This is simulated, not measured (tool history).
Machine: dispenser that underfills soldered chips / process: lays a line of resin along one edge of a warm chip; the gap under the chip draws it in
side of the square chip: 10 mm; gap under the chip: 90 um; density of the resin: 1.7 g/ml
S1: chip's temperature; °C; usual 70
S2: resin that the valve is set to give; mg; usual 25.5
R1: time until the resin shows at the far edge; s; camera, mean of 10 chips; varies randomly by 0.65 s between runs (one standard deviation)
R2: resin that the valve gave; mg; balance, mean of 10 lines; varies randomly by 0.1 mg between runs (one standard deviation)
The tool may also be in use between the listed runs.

run   hour  S1    S2     R1     R2
  1    0.0  70  25.5   83.1  24.94
       8.0  -- new syringe of resin
  2   10.4  70  25.5   61.0  24.76
  3   19.7  70  25.5   98.1  24.52
      24.0  -- new syringe of resin
  4   29.4  70  25.5   70.3  24.38
      32.8  -- dispensing valve cleaned and set on the balance
  5   38.9  70  25.5  105.5  25.41
      40.7  -- new syringe of resin
  6   46.6  70  25.5   71.4  25.32
  7   51.7  70  25.5   92.8  25.29
      57.1  -- new syringe of resin
  8   63.2  75  25.5   55.7  25.10
  9   69.3  59  24.4  175.1  23.94
      73.5  -- new syringe of resin
 10   74.5  69  22.5   58.8  22.04
 11   81.5  70  28.4   77.9  27.70
 12   88.4  56  26.9  231.4  26.25
      89.7  -- new syringe of resin
 13   98.2  78  28.3   52.8  27.17
 14  103.8  78  28.3   67.6  27.32
     106.2  -- new syringe of resin
     110.1  -- dispensing valve cleaned and set on the balance
 15  114.0  78  27.9   48.6  27.84
     122.9  -- new syringe of resin
 16  123.3  78  27.9   36.8  27.65

Forecast each of these 5 alternatives for the next run:
  A  132.9  80  31.1   ?   ?
  B  132.9  59  22.3   ?   ?
  C  132.9  74  32.6   ?   ?
  D  132.9  78  26.1   ?   ?
  E  132.9  84  25.3   ?   ?

run     R1     R2
  A   53.1  30.66
  B  156.1  22.02
  C   70.2  32.22
  D   59.1  25.77
  E   44.5  24.96
Had the tool no hidden state, the same runs would have come out as:
run     R1     R2
  A   34.5  31.09
  B  102.2  22.33
  C   45.7  32.68
  D   38.6  26.13
  E   29.0  25.31
